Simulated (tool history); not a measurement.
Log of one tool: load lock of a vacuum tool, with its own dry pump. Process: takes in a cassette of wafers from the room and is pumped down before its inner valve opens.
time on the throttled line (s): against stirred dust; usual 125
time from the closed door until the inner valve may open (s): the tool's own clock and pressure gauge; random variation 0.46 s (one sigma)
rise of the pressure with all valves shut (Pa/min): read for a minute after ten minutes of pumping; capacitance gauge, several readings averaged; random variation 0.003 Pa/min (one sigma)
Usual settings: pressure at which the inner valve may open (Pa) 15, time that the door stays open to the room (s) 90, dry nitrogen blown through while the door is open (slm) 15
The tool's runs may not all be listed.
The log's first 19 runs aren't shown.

run,hour,time on the throttled line (s),pressure at which the inner valve may open (Pa),time that the door stays open to the room (s),dry nitrogen blown through while the door is open (slm),"incoming humidity of the room's air, %",time from the closed door until the inner valve may open (s),rise of the pressure with all valves shut (Pa/min)
20,6724.6,125,15,59,15,46.2,179.1,0.366
21,7175.8,125,15,59,15,47.7,179.4,0.378
22,7702.7,125,15,59,15,45.5,179.5,0.397
23,7946.2,64,16,54,22,44.5,123.1,0.4
24,8358.2,64,16,54,22,44,123.3,0.407
25,8585,95,15,90,25,43.4,152.4,0.418
26,9003,125,11,90,15,44.7,181.8,0.426
27,9516.7,186,21,29,19,44.7,232,0.432
28,9774.7,186,15,25,36,45.8,235.1,0.432
29,10297.7,125,10,69,15,43.1,183,0.462
30,10648.5,211,15,90,32,46.5,258.9,0.459
31,10907.9,74,20,90,15,45.6,131.9,0.48
32,11348.7,69,18,90,15,44.1,127.3,0.502
# hour 11414.6: door's seal changed, seat wiped
33,11671.9,69,18,90,15,45.5,127.3,0.028
34,12072.2,69,18,90,15,45.8,128.4,0.031

The next listed run, before its measurement:
35,12517.4,158,14,90,15,47.1,?,?

Run 35 gave time from the closed door until the inner valve may open (s) 211.4, rise of the pressure with all valves shut (Pa/min) 0.029.
Without the tool's hidden state the same run would have given time from the closed door until the inner valve may open (s) 208, rise of the pressure with all valves shut (Pa/min) 0.023.
